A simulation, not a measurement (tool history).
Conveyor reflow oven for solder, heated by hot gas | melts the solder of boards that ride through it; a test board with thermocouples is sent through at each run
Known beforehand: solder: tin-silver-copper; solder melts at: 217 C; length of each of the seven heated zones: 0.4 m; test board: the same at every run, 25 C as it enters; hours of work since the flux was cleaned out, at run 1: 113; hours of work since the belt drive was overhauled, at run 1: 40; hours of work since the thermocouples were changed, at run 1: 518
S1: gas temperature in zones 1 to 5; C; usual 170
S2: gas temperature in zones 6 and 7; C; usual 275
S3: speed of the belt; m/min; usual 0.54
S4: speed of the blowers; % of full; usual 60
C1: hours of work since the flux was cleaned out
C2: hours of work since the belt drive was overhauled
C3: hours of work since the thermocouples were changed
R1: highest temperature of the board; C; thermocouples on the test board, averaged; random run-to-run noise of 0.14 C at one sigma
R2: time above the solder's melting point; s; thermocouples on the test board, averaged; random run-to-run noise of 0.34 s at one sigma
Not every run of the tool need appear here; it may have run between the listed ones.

run 1 hour=0 | S1=170 S2=275 S3=0.54 S4=60 | C1=113 C2=40 C3=518 | R1=258.2 R2=69.1
run 2 hour=10.1 | S1=170 S2=275 S3=0.54 S4=60 | C1=119 C2=46 C3=524 | R1=257.9 R2=68.7
run 3 hour=21.3 | S1=168 S2=275 S3=0.54 S4=60 | C1=126 C2=53 C3=531 | R1=257.7 R2=68.1
run 4 hour=30.3 | S1=168 S2=275 S3=0.54 S4=60 | C1=131 C2=58 C3=536 | R1=257.5 R2=68.2
run 5 hour=37 | S1=170 S2=275 S3=0.54 S4=60 | C1=135 C2=62 C3=540 | R1=257.5 R2=69.4
run 6 hour=45.8 | S1=170 S2=275 S3=0.54 S4=60 | C1=140 C2=68 C3=545 | R1=257.8 R2=69.3
run 7 hour=55 | S1=170 S2=275 S3=0.54 S4=60 | C1=146 C2=73 C3=551 | R1=257.8 R2=69.1
run 8 hour=62.6 | S1=174 S2=286 S3=0.464 S4=60 | C1=150 C2=78 C3=555 | R1=273.3 R2=93.9
run 9 hour=74.1 | S1=174 S2=286 S3=0.464 S4=60 | C1=157 C2=84 C3=562 | R1=273.5 R2=94.1
run 10 hour=82.6 | S1=164 S2=264 S3=0.51 S4=52 | C1=162 C2=90 C3=567 | R1=247.2 R2=61.7
run 11 hour=93.1 | S1=178 S2=276 S3=0.561 S4=86 | C1=168 C2=96 C3=574 | R1=263.1 R2=73.1
run 12 hour=105.3 | S1=178 S2=276 S3=0.561 S4=54 | C1=176 C2=103 C3=581 | R1=257.2 R2=68.7
run 13 hour=111.1 | S1=178 S2=276 S3=0.561 S4=54 | C1=179 C2=106 C3=584 | R1=257.4 R2=69.7
run 14 hour=117.1 | S1=172 S2=272 S3=0.522 S4=84 | C1=183 C2=110 C3=588 | R1=260.6 R2=75.4

Each run again, without the hidden state but with its own random variation kept:
Unlogged tool condition in this case: heat that the gas passes to the board, % of a clean oven's; belt's true speed, % of the reading; true gas temperature in zones 6 and 7 over the reading, C; drift of the gauge itself on peak_c, C; drift of the gauge itself on liquid_s, %.
run=1 R1=257.8 R2=68.9
run=2 R1=257.5 R2=68.4
run=3 R1=257.4 R2=67.8
run=4 R1=257.2 R2=68
run=5 R1=257.2 R2=69.1
run=6 R1=257.5 R2=69
run=7 R1=257.5 R2=68.9
run=8 R1=272.9 R2=93.4
run=9 R1=273.1 R2=93.7
run=10 R1=246.9 R2=61.5
run=11 R1=262.9 R2=72.9
run=12 R1=257 R2=68.5
run=13 R1=257.2 R2=69.5
run=14 R1=260.4 R2=75.2
